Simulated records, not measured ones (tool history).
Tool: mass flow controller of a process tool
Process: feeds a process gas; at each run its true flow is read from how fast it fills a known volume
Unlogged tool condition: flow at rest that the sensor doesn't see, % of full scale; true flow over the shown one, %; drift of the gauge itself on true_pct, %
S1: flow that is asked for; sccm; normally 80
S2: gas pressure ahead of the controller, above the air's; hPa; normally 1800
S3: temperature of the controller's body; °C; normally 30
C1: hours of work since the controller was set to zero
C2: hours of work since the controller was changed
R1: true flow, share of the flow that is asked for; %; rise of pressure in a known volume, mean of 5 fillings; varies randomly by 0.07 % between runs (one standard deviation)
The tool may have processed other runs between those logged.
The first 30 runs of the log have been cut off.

Run 31, hour 2631.5: usual settings but S1 119 sccm, S2 1790 hPa; C1 2093; C2 2093. Result: R1 98.71 %.
Run 32, hour 2715.1: usual settings but S1 127 sccm, S2 2360 hPa, S3 20 °C; C1 2140; C2 2140. Result: R1 99.01 %.
Run 33, hour 2785: usual settings but S1 42 sccm, S3 33 °C; C1 2180; C2 2180. Result: R1 97.81 %.
Run 34, hour 2885.9: usual settings but S1 186 sccm, S2 1750 hPa, S3 32 °C; C1 2237; C2 2237. Result: R1 99.19 %.
Run 35, hour 2952: usual settings but S1 186 sccm, S2 1750 hPa, S3 32 °C; C1 2274; C2 2274. Result: R1 99.15 %.
Run 36, hour 3009.8: usual settings but S1 186 sccm, S2 1750 hPa, S3 32 °C; C1 2306; C2 2306. Result: R1 99.18 %.
Run 37, hour 3084.1: usual settings but S1 186 sccm, S2 1750 hPa, S3 32 °C; C1 2348; C2 2348. Result: R1 99.06 %.
Run 38, hour 3191.6: usual settings but S1 186 sccm, S2 1750 hPa, S3 32 °C; C1 2409; C2 2409. Result: R1 98.98 %.
Run 39, hour 3242: usual settings but S1 22 sccm, S2 1480 hPa, S3 32 °C; C1 2437; C2 2437. Result: R1 97.25 %.
Run 40, hour 3355.8: usual settings but S1 197 sccm, S3 26 °C; C1 2502; C2 2502. Result: R1 99.13 %.
Run 41, hour 3421.1: usual settings but S1 41 sccm, S2 2140 hPa, S3 34 °C; C1 2538; C2 2538. Result: R1 97.46 %.
Run 42, hour 3514.4: usual settings but S1 186 sccm, S2 1460 hPa; C1 2591; C2 2591. Result: R1 99.01 %.
Run 43, hour 3633.3: usual settings but S1 38 sccm, S2 1460 hPa, S3 29 °C; C1 2658; C2 2658. Result: R1 97.38 %.

4 options for the next run, each taken on its own from the tool as it stands now. Forecast them:
Run A, hour 3741.1: usual settings but S1 179 sccm, S2 1640 hPa, S3 34 °C; C1 2719; C2 2719. Result: R1 ?.
Run B, hour 3741.1: usual settings but S1 38 sccm, S2 1460 hPa; C1 2719; C2 2719. Result: R1 ?.
Run C, hour 3741.1: usual settings but S1 93 sccm, S2 1750 hPa, S3 23 °C; C1 2719; C2 2719. Result: R1 ?.
Run D, hour 3741.1: usual settings but S1 104 sccm, S2 1460 hPa, S3 29 °C; C1 2719; C2 2719. Result: R1 ?.

run     R1
  A  98.57
  B  97.39
  C  98.14
  D  97.96
Without the tool's unlogged condition, the same runs would have read:
run     R1
  A  99.53
  B  98.36
  C   99.1
  D  98.92
